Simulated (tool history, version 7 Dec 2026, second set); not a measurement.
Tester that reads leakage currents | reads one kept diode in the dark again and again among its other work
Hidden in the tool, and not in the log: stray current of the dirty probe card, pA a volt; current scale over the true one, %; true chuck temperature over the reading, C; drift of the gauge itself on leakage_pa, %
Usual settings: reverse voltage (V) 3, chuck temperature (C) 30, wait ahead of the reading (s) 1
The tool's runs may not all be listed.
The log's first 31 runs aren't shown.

run	hour	reverse voltage (V)	chuck temperature (C)	wait ahead of the reading (s)	hours of work since the probe card was cleaned	hours of work since the tester was calibrated	hours of work since the chuck was calibrated	current that the tester gives (pA)
32	2653.2	1.59	30	0.54	701	1756	1049	55.87
33	2772.8	3	28	6.21	791	1846	1139	64.42
34	2830.7	3	34	0.31	835	1890	1183	101.95
35	2953.6	1.97	25	0.31	928	1982	1275	43.62
# hour 2994.4: tester calibrated
36	3032.7	17.36	30	1	986	29	1333	184.95
# hour 3065.8: probe card cleaned and baked
37	3123.4	10.42	40	5.21	43	95	1399	259
38	3234.9	9.18	49	0.67	127	179	1483	459.17
39	3287.5	3.77	24	1.02	167	218	1523	49.96

Forecast each of these 3 alternatives for the next run:
A	3341.1	1.94	30	1	207	259	1563	?
B	3341.1	3.77	27	0.82	207	259	1563	?
C	3341.1	3.15	26	2.08	207	259	1563	?

run	current that the tester gives (pA)
A	58.07
B	63.16
C	53.41
Without the tool's hidden state the same runs would have given:
run	current that the tester gives (pA)
A	64.47
B	69.51
C	58.93
